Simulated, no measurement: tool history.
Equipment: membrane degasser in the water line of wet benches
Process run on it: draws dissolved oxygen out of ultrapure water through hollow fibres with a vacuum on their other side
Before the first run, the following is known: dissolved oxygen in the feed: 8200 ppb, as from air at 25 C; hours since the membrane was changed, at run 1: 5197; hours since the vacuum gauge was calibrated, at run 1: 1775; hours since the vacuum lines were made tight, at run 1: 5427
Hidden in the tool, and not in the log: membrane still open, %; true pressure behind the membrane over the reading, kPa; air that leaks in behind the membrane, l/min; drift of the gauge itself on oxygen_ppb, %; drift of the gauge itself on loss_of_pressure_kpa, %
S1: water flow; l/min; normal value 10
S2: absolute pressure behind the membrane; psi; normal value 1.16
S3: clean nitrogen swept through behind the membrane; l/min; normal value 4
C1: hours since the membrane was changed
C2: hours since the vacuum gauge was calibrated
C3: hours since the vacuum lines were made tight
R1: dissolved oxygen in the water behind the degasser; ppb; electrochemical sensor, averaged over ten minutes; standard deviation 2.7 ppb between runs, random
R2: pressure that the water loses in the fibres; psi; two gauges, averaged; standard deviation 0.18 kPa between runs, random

| run | hour | S1 | S2 | S3 | C1 | C2 | C3 | R1 | R2 |
|---|---|---|---|---|---|---|---|---|---|
| 1 | 0 | 10 | 1.16 | 4 | 5197 | 1775 | 5427 | 297.6 | 5.088 |
| 2 | 169.1 | 10 | 1.16 | 4 | 5366 | 1944 | 5596 | 301 | 5.168 |
| 3 | 247.1 | 10 | 1.16 | 4 | 5444 | 2022 | 5674 | 301.8 | 5.098 |
| 4 | 331 | 10 | 1.16 | 4 | 5528 | 2106 | 5758 | 294.4 | 5.16 |
| 5 | 499.9 | 10 | 1.16 | 4 | 5697 | 2275 | 5927 | 302.3 | 5.152 |
| 6 | 622.7 | 10 | 1.16 | 4 | 5820 | 2398 | 6050 | 303.6 | 5.149 |
| 7 | 781.3 | 10 | 1.16 | 4 | 5979 | 2556 | 6208 | 304.2 | 5.142 |
| 8 | 943.7 | 10 | 1.16 | 4 | 6141 | 2719 | 6371 | 302.9 | 5.156 |
| 9 | 1076.1 | 10 | 1.16 | 2.64 | 6273 | 2851 | 6503 | 320.6 | 5.197 |
| 10 | 1166.4 | 10 | 1.16 | 2.64 | 6364 | 2941 | 6594 | 319.4 | 5.171 |
| 11 | 1256.8 | 10 | 1.16 | 6.39 | 6454 | 3032 | 6684 | 298 | 5.075 |
| 12 | 1336.3 | 10 | 1.16 | 6.39 | 6534 | 3111 | 6763 | 299 | 5.144 |
| 13 | 1430.1 | 8 | 1.16 | 4 | 6627 | 3205 | 6857 | 222.3 | 4.099 |
| 14 | 1551 | 8 | 1.16 | 4 | 6748 | 3326 | 6978 | 227.8 | 4.119 |
| 15 | 1668.2 | 10 | 1.16 | 5.12 | 6866 | 3443 | 7095 | 306.7 | 5.182 |
| 16 | 1815.3 | 10 | 1.16 | 5.12 | 7013 | 3590 | 7242 | 307.8 | 5.149 |
| 17 | 1961.5 | 10 | 1.16 | 4 | 7159 | 3736 | 7389 | 309.3 | 5.218 |
| 18 | 2047.9 | 8 | 1.613 | 4 | 7245 | 3823 | 7475 | 243.1 | 4.16 |
| 19 | 2172.6 | 11 | 0.724 | 9.38 | 7370 | 3947 | 7600 | 328.1 | 5.748 |
| 20 | 2323.5 | 11 | 0.724 | 9.38 | 7521 | 4098 | 7751 | 333.9 | 5.758 |
| 21 | 2466.5 | 10 | 1.392 | 4 | 7664 | 4241 | 7894 | 321.1 | 5.163 |
| 22 | 2563.9 | 10 | 1.833 | 8.11 | 7761 | 4339 | 7991 | 314.2 | 5.262 |
| 23 | 2726.9 | 7 | 0.708 | 2.07 | 7924 | 4502 | 8154 | 187.2 | 3.707 |
| 24 | 2877 | 8 | 2.463 | 3.05 | 8074 | 4652 | 8304 | 301.5 | 4.155 |
| 25 | 2990.5 | 10 | 2.463 | 3.27 | 8188 | 4765 | 8418 | 385 | 5.237 |
| 26 | 3077 | 9 | 1.939 | 2.07 | 8274 | 4852 | 8504 | 358.5 | 4.728 |
| 27 | 3218.7 | 14 | 1.762 | 2.07 | 8416 | 4994 | 8646 | 572.7 | 7.285 |
| 28 | 3354.4 | 8 | 0.812 | 6.71 | 8552 | 5129 | 8781 | 219.5 | 4.136 |
| 29 | 3426.3 | 8 | 0.812 | 6.71 | 8624 | 5201 | 8853 | 219.9 | 4.202 |
| 30 | 3574.8 | 10 | 1.16 | 4.63 | 8772 | 5350 | 9002 | 315.1 | 5.232 |
| 31 | 3724 | 6 | 1.16 | 4 | 8921 | 5499 | 9151 | 155.9 | 3.155 |
| 32 | 3835.4 | 6 | 1.16 | 4 | 9033 | 5610 | 9263 | 156.5 | 3.173 |
| 33 | 4001.9 | 6 | 1.16 | 4 | 9199 | 5777 | 9429 | 155.7 | 3.189 |

Predict each of these 3 candidate next runs independently; none follows another, all start after run 33:
| A | 4089.8 | 8 | 2.239 | 10.27 | 9287 | 5865 | 9517 | ? | ? |
| B | 4089.8 | 7 | 1.767 | 2.5 | 9287 | 5865 | 9517 | ? | ? |
| C | 4089.8 | 13 | 1.16 | 4 | 9287 | 5865 | 9517 | ? | ? |

| run | R1 | R2 |
|---|---|---|
| A | 239.7 | 4.197 |
| B | 238.3 | 3.72 |
| C | 449.4 | 6.856 |
Stripped of hidden state, with their random variation kept, the same runs would have yielded:
| run | R1 | R2 |
|---|---|---|
| A | 194.9 | 3.948 |
| B | 198 | 3.503 |
| C | 378.1 | 6.453 |
